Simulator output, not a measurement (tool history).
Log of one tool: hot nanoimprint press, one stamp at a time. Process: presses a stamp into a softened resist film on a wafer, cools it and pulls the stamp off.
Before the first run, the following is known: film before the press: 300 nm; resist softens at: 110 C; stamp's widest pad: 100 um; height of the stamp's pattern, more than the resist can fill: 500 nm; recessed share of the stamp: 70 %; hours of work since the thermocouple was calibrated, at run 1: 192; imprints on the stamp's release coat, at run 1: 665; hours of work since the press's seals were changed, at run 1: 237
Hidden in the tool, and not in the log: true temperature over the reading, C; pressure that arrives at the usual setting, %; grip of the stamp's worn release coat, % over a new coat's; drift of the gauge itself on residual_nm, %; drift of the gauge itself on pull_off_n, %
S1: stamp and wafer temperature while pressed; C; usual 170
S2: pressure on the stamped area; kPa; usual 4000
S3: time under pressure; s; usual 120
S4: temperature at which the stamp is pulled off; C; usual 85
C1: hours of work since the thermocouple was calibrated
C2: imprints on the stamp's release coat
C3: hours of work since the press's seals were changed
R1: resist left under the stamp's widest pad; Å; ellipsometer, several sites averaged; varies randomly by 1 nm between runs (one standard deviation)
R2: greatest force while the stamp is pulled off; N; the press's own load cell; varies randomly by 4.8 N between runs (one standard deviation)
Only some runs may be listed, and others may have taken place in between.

{"run": 1, "hour": 0.0, "S1": 170, "S2": 4000, "S3": 120, "S4": 85, "C1": 192, "C2": 665, "C3": 237, "R1": 1399, "R2": 257}
{"run": 2, "hour": 5.8, "S1": 170, "S2": 4000, "S3": 120, "S4": 85, "C1": 195, "C2": 681, "C3": 241, "R1": 1410, "R2": 259}
{"run": 3, "hour": 14.6, "S1": 170, "S2": 4000, "S3": 120, "S4": 85, "C1": 200, "C2": 706, "C3": 246, "R1": 1418, "R2": 262}
{"run": 4, "hour": 24.9, "S1": 170, "S2": 4000, "S3": 120, "S4": 85, "C1": 206, "C2": 735, "C3": 252, "R1": 1393, "R2": 263}
{"run": 5, "hour": 31.9, "S1": 170, "S2": 4000, "S3": 120, "S4": 85, "C1": 211, "C2": 754, "C3": 256, "R1": 1419, "R2": 256}
{"run": 6, "hour": 36.2, "S1": 170, "S2": 4000, "S3": 120, "S4": 85, "C1": 213, "C2": 767, "C3": 259, "R1": 1404, "R2": 263}
{"run": 7, "hour": 46.8, "S1": 170, "S2": 4000, "S3": 159, "S4": 85, "C1": 219, "C2": 796, "C3": 265, "R1": 1279, "R2": 257}
{"run": 8, "hour": 52.9, "S1": 170, "S2": 4000, "S3": 159, "S4": 85, "C1": 223, "C2": 813, "C3": 268, "R1": 1268, "R2": 270}
{"run": 9, "hour": 60.1, "S1": 170, "S2": 4000, "S3": 120, "S4": 85, "C1": 227, "C2": 834, "C3": 273, "R1": 1401, "R2": 273}
{"run": 10, "hour": 67.9, "S1": 158, "S2": 4000, "S3": 120, "S4": 85, "C1": 232, "C2": 855, "C3": 277, "R1": 2382, "R2": 265}
{"run": 11, "hour": 74.3, "S1": 170, "S2": 3010, "S3": 120, "S4": 85, "C1": 235, "C2": 873, "C3": 281, "R1": 1619, "R2": 268}
{"run": 12, "hour": 82.2, "S1": 170, "S2": 2860, "S3": 120, "S4": 85, "C1": 240, "C2": 895, "C3": 286, "R1": 1647, "R2": 274}
{"run": 13, "hour": 92.0, "S1": 170, "S2": 2860, "S3": 120, "S4": 85, "C1": 246, "C2": 923, "C3": 291, "R1": 1642, "R2": 261}
{"run": 14, "hour": 100.6, "S1": 170, "S2": 2860, "S3": 120, "S4": 85, "C1": 251, "C2": 947, "C3": 296, "R1": 1653, "R2": 269}
{"run": 15, "hour": 111.0, "S1": 170, "S2": 2860, "S3": 120, "S4": 85, "C1": 257, "C2": 976, "C3": 302, "R1": 1645, "R2": 273}
{"run": 16, "hour": 116.3, "S1": 170, "S2": 2860, "S3": 120, "S4": 85, "C1": 260, "C2": 991, "C3": 305, "R1": 1637, "R2": 269}
{"run": 17, "hour": 125.2, "S1": 170, "S2": 2860, "S3": 120, "S4": 85, "C1": 265, "C2": 1016, "C3": 311, "R1": 1646, "R2": 266}
{"run": 18, "hour": 129.6, "S1": 170, "S2": 3560, "S3": 172, "S4": 72, "C1": 268, "C2": 1028, "C3": 313, "R1": 1314, "R2": 362}
{"run": 19, "hour": 136.3, "S1": 170, "S2": 4040, "S3": 78, "S4": 85, "C1": 272, "C2": 1047, "C3": 317, "R1": 1600, "R2": 270}
{"run": 20, "hour": 145.6, "S1": 170, "S2": 4040, "S3": 78, "S4": 85, "C1": 277, "C2": 1073, "C3": 323, "R1": 1588, "R2": 277}
{"run": 21, "hour": 153.5, "S1": 170, "S2": 4040, "S3": 78, "S4": 85, "C1": 282, "C2": 1095, "C3": 327, "R1": 1584, "R2": 282}
{"run": 22, "hour": 161.3, "S1": 170, "S2": 4040, "S3": 78, "S4": 85, "C1": 286, "C2": 1117, "C3": 332, "R1": 1588, "R2": 275}
{"run": 23, "hour": 171.2, "S1": 179, "S2": 5760, "S3": 74, "S4": 85, "C1": 292, "C2": 1145, "C3": 338, "R1": 858, "R2": 278}
{"run": 24, "hour": 176.1, "S1": 179, "S2": 5760, "S3": 74, "S4": 85, "C1": 295, "C2": 1159, "C3": 340, "R1": 848, "R2": 277}
{"run": 25, "hour": 185.1, "S1": 179, "S2": 5760, "S3": 74, "S4": 85, "C1": 300, "C2": 1184, "C3": 346, "R1": 847, "R2": 274}
{"run": 26, "hour": 194.5, "S1": 170, "S2": 5870, "S3": 85, "S4": 85, "C1": 306, "C2": 1210, "C3": 351, "R1": 1273, "R2": 291}
{"run": 27, "hour": 200.5, "S1": 161, "S2": 4000, "S3": 144, "S4": 91, "C1": 309, "C2": 1227, "C3": 355, "R1": 2026, "R2": 230}
{"run": 28, "hour": 207.7, "S1": 161, "S2": 3400, "S3": 75, "S4": 92, "C1": 313, "C2": 1247, "C3": 359, "R1": 2410, "R2": 224}
{"run": 29, "hour": 215.0, "S1": 163, "S2": 5830, "S3": 153, "S4": 90, "C1": 318, "C2": 1268, "C3": 363, "R1": 1513, "R2": 239}
{"run": 30, "hour": 221.2, "S1": 163, "S2": 5830, "S3": 153, "S4": 90, "C1": 321, "C2": 1285, "C3": 367, "R1": 1520, "R2": 238}

Below are 3 alternative next runs, each starting from the tool's condition after run 30. Predict each:
{"run": "A", "hour": 225.9, "S1": 163, "S2": 4700, "S3": 153, "S4": 90, "C1": 324, "C2": 1298, "C3": 370, "R1": "?", "R2": "?"}
{"run": "B", "hour": 225.9, "S1": 170, "S2": 5800, "S3": 182, "S4": 76, "C1": 324, "C2": 1298, "C3": 370, "R1": "?", "R2": "?"}
{"run": "C", "hour": 225.9, "S1": 178, "S2": 3100, "S3": 91, "S4": 90, "C1": 324, "C2": 1298, "C3": 370, "R1": "?", "R2": "?"}

run=A R1=1679 R2=242
run=B R1=981 R2=362
run=C R1=1163 R2=239
Take away the tool's hidden state, keep each run's random variation, and the runs would have read:
run=A R1=1758 R2=202
run=B R1=1026 R2=299
run=C R1=1219 R2=200

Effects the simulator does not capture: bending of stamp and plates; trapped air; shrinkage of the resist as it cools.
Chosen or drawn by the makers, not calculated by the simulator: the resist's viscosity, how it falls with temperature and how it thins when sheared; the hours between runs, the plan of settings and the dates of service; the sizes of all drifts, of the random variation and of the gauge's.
